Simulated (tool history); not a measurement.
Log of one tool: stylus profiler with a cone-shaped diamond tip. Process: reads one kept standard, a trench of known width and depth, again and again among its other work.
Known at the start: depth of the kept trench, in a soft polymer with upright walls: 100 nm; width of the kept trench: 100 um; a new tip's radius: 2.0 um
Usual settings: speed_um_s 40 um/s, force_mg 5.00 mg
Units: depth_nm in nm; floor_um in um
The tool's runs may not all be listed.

Run 1, hour 0.0: usual settings. Result: depth_nm 101.82 nm, floor_um 98.36 um.
Run 2, hour 16.9: usual settings. Result: depth_nm 101.75 nm, floor_um 98.32 um.
Run 3, hour 25.7: usual settings. Result: depth_nm 101.76 nm, floor_um 98.28 um.
Run 4, hour 43.9: usual settings. Result: depth_nm 101.80 nm, floor_um 98.34 um.
Run 5, hour 60.5: usual settings. Result: depth_nm 101.81 nm, floor_um 98.31 um.
Run 6, hour 74.0: usual settings. Result: depth_nm 101.79 nm, floor_um 98.28 um.
Run 7, hour 89.4: usual settings. Result: depth_nm 101.75 nm, floor_um 98.27 um.
Run 8, hour 100.1: usual settings. Result: depth_nm 101.79 nm, floor_um 98.30 um.
Run 9, hour 108.5: usual settings. Result: depth_nm 101.75 nm, floor_um 98.27 um.
Run 10, hour 119.8: usual settings but force_mg 2.00 mg. Result: depth_nm 100.84 nm, floor_um 98.22 um.
Run 11, hour 129.0: usual settings but force_mg 2.00 mg. Result: depth_nm 100.89 nm, floor_um 98.21 um.
Run 12, hour 146.2: usual settings but force_mg 2.00 mg. Result: depth_nm 100.93 nm, floor_um 98.20 um.
Run 13, hour 164.0: usual settings but speed_um_s 68 um/s. Result: depth_nm 101.77 nm, floor_um 98.15 um.
Run 14, hour 177.7: usual settings but speed_um_s 68 um/s. Result: depth_nm 101.73 nm, floor_um 98.21 um.
Run 15, hour 195.6: usual settings but speed_um_s 68 um/s. Result: depth_nm 101.74 nm, floor_um 98.17 um.
Run 16, hour 211.6: usual settings but speed_um_s 15 um/s. Result: depth_nm 101.71 nm, floor_um 98.35 um.
Run 17, hour 224.4: usual settings but speed_um_s 15 um/s. Result: depth_nm 101.64 nm, floor_um 98.33 um.
Run 18, hour 232.7: usual settings. Result: depth_nm 101.69 nm, floor_um 98.25 um.
Run 19, hour 246.8: usual settings. Result: depth_nm 101.69 nm, floor_um 98.23 um.
Run 20, hour 262.3: usual settings. Result: depth_nm 101.71 nm, floor_um 98.23 um.
Run 21, hour 280.0: usual settings. Result: depth_nm 101.71 nm, floor_um 98.21 um.
At hour 281.6: height scale calibrated on a step standard.
Run 22, hour 296.9: usual settings. Result: depth_nm 101.58 nm, floor_um 98.22 um.
Run 23, hour 308.9: usual settings. Result: depth_nm 101.55 nm, floor_um 98.23 um.
Run 24, hour 322.3: usual settings but speed_um_s 115 um/s, force_mg 5.59 mg. Result: depth_nm 101.61 nm, floor_um 97.96 um.
Run 25, hour 336.0: usual settings but speed_um_s 67 um/s, force_mg 14.46 mg. Result: depth_nm 103.56 nm, floor_um 98.25 um.
Run 26, hour 351.7: usual settings but speed_um_s 67 um/s, force_mg 14.46 mg. Result: depth_nm 103.53 nm, floor_um 98.20 um.
Run 27, hour 368.1: usual settings but speed_um_s 46 um/s, force_mg 2.73 mg. Result: depth_nm 100.85 nm, floor_um 98.11 um.
At hour 375.5: height scale calibrated on a step standard, once more.
Run 28, hour 377.6: usual settings but speed_um_s 46 um/s, force_mg 2.73 mg. Result: depth_nm 101.38 nm, floor_um 98.10 um.
Run 29, hour 395.2: usual settings but speed_um_s 46 um/s, force_mg 2.73 mg. Result: depth_nm 101.34 nm, floor_um 98.09 um.
Run 30, hour 409.0: usual settings but speed_um_s 31 um/s, force_mg 2.51 mg. Result: depth_nm 101.26 nm, floor_um 98.16 um.
Run 31, hour 421.4: usual settings but speed_um_s 31 um/s, force_mg 2.51 mg. Result: depth_nm 101.24 nm, floor_um 98.17 um.
Run 32, hour 438.4: usual settings but force_mg 4.11 mg. Result: depth_nm 101.77 nm, floor_um 98.10 um.
Run 33, hour 448.5: usual settings but speed_um_s 60 um/s, force_mg 8.71 mg. Result: depth_nm 102.82 nm, floor_um 98.15 um.
Run 34, hour 463.9: usual settings but speed_um_s 60 um/s, force_mg 8.71 mg. Result: depth_nm 102.81 nm, floor_um 98.14 um.
Run 35, hour 478.6: usual settings but speed_um_s 69 um/s, force_mg 4.23 mg. Result: depth_nm 101.72 nm, floor_um 97.97 um.
Run 36, hour 489.4: usual settings but speed_um_s 69 um/s, force_mg 4.23 mg. Result: depth_nm 101.82 nm, floor_um 98.09 um.
Run 37, hour 503.7: usual settings but speed_um_s 51 um/s, force_mg 11.78 mg. Result: depth_nm 103.45 nm, floor_um 98.17 um.
Run 38, hour 514.4: usual settings but speed_um_s 11 um/s, force_mg 7.97 mg. Result: depth_nm 102.66 nm, floor_um 98.26 um.
Run 39, hour 531.0: usual settings but force_mg 2.39 mg. Result: depth_nm 101.16 nm, floor_um 98.06 um.
Run 40, hour 545.5: usual settings but speed_um_s 12 um/s, force_mg 6.30 mg. Result: depth_nm 102.20 nm, floor_um 98.21 um.
Run 41, hour 560.4: usual settings but force_mg 1.70 mg. Result: depth_nm 100.92 nm, floor_um 98.04 um.
Run 42, hour 576.4: usual settings but speed_um_s 35 um/s, force_mg 4.60 mg. Result: depth_nm 101.82 nm, floor_um 98.17 um.
Run 43, hour 584.2: usual settings but speed_um_s 35 um/s, force_mg 4.60 mg. Result: depth_nm 101.85 nm, floor_um 98.09 um.
Run 44, hour 594.1: usual settings but speed_um_s 30 um/s, force_mg 1.96 mg. Result: depth_nm 100.98 nm, floor_um 98.05 um.
Run 45, hour 608.1: usual settings but speed_um_s 44 um/s, force_mg 12.05 mg. Result: depth_nm 103.52 nm, floor_um 98.13 um.
Run 46, hour 615.8: usual settings but speed_um_s 25 um/s, force_mg 14.67 mg. Result: depth_nm 103.98 nm, floor_um 98.23 um.

3 ways to go on from here, each from the tool as it stands after run 46. What would each give?
Run A, hour 628.6: usual settings but speed_um_s 78 um/s, force_mg 10.14 mg. Result: depth_nm ?, floor_um ?.
Run B, hour 628.6: usual settings but speed_um_s 30 um/s. Result: depth_nm ?, floor_um ?.
Run C, hour 628.6: usual settings but speed_um_s 65 um/s, force_mg 3.40 mg. Result: depth_nm ?, floor_um ?.

run  depth_nm  floor_um
  A    103.07     98.05
  B    101.78     98.13
  C    101.45     97.98
Without the tool's hidden state the same runs would have given:
run  depth_nm  floor_um
  A    103.13     98.54
  B    101.84     98.62
  C    101.51     98.47
